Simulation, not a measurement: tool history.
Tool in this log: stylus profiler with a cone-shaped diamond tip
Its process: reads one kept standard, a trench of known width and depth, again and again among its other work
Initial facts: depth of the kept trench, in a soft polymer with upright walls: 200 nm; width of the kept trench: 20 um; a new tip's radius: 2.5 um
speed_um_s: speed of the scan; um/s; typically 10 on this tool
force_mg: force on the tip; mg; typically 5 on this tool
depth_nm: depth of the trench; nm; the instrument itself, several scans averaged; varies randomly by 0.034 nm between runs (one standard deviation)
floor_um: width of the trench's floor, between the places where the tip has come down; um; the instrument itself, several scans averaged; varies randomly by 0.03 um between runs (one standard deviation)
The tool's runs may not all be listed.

run,hour,speed_um_s,force_mg,depth_nm,floor_um
1,0,10,5,201.64,17.51
2,74.3,10,5,201.65,17.5
3,158.3,10,1.98,200.6,17.56
4,204.6,10,1.98,200.62,17.41
5,288.5,10,6.45,201.92,17.43
6,350.3,10,5,201.55,17.42
7,419.8,10,6.72,202.04,17.43
8,460.9,10,6.72,201.99,17.47
# hour 467.6: height scale calibrated on a step standard
9,509.5,10,6.72,201.86,17.4
10,547.4,10,6.72,201.86,17.41
11,599.4,10,6.72,201.85,17.42
12,652.5,10,6.72,201.87,17.41
13,726.9,6,3.91,200.98,17.46
14,761.9,9,3.91,201.03,17.4
# hour 772.7: height scale calibrated on a step standard, once more
15,834.1,8,3.19,201.6,17.4
16,891.8,9,4.93,202.08,17.36
17,956.7,36,9.53,203.27,17.33
18,1033.2,9,2.72,201.37,17.3
19,1070.6,2,7.9,202.91,17.36
20,1127.9,2,13.89,204.14,17.32

Predict each of these 4 candidate next runs independently; none follows another, all start after run 20:
A,1200.9,4,8.28,?,?
B,1200.9,10,4.59,?,?
C,1200.9,3,10.65,?,?
D,1200.9,27,14.09,?,?

run,depth_nm,floor_um
A,202.9,17.35
B,201.92,17.3
C,203.44,17.34
D,204.15,17.28
Without the tool's unlogged condition, the same runs would have read:
run,depth_nm,floor_um
A,203.01,18.04
B,202.02,18
C,203.54,18.03
D,204.26,17.97

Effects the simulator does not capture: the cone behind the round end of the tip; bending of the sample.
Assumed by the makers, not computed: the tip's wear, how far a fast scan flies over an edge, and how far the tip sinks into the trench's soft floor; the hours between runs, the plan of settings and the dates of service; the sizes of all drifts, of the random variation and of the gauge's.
